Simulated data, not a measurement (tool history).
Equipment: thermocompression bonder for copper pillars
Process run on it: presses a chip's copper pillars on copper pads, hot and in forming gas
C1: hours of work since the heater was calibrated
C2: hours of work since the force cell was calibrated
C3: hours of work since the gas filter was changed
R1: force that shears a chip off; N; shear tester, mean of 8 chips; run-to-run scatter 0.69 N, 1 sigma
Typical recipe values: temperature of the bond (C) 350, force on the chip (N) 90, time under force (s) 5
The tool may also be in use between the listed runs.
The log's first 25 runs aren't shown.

Run 26, day 37.662: usual settings but temperature of the bond (C) 347, force on the chip (N) 72; C1 776; C2 111; C3 46. Result: R1 43.8 N.
Run 27, day 39.729: usual settings but temperature of the bond (C) 347, force on the chip (N) 117, time under force (s) 13; C1 804; C2 140; C3 74. Result: R1 72.4 N.
At day 39.942: heater calibrated with a thermocouple chip.
Run 28, day 40.817: usual settings but temperature of the bond (C) 367, force on the chip (N) 84, time under force (s) 4; C1 12; C2 153; C3 88. Result: R1 48.1 N.
Run 29, day 42.179: usual settings but temperature of the bond (C) 367, force on the chip (N) 84, time under force (s) 4; C1 31; C2 172; C3 106. Result: R1 48.3 N.
Run 30, day 44.338: usual settings but temperature of the bond (C) 367, force on the chip (N) 84, time under force (s) 4; C1 60; C2 202; C3 136. Result: R1 46.9 N.
Run 31, day 46.042: usual settings but temperature of the bond (C) 342, force on the chip (N) 103, time under force (s) 6; C1 84; C2 225; C3 159. Result: R1 48.7 N.
Run 32, day 48.079: usual settings but temperature of the bond (C) 376, force on the chip (N) 103; C1 111; C2 253; C3 187. Result: R1 60.5 N.
Run 33, day 49.388: usual settings but temperature of the bond (C) 374; C1 129; C2 271; C3 205. Result: R1 55.9 N.
Run 34, day 51.379: usual settings but temperature of the bond (C) 356, force on the chip (N) 72; C1 157; C2 298; C3 232. Result: R1 43.0 N.
Run 35, day 53.600: usual settings but temperature of the bond (C) 356, force on the chip (N) 72; C1 187; C2 329; C3 263. Result: R1 43.0 N.
Run 36, day 55.442: usual settings but temperature of the bond (C) 330, force on the chip (N) 83, time under force (s) 6; C1 212; C2 354; C3 288. Result: R1 38.2 N.

Run 37 has not been measured yet. What should we expect?
Run 37, day 57.292: usual settings but temperature of the bond (C) 327, force on the chip (N) 64, time under force (s) 14; C1 238; C2 379; C3 313. Result: R1 ?.

R1: 45.2 N
Minus the tool's unlogged condition, the same run would have read R1 46.9 N.
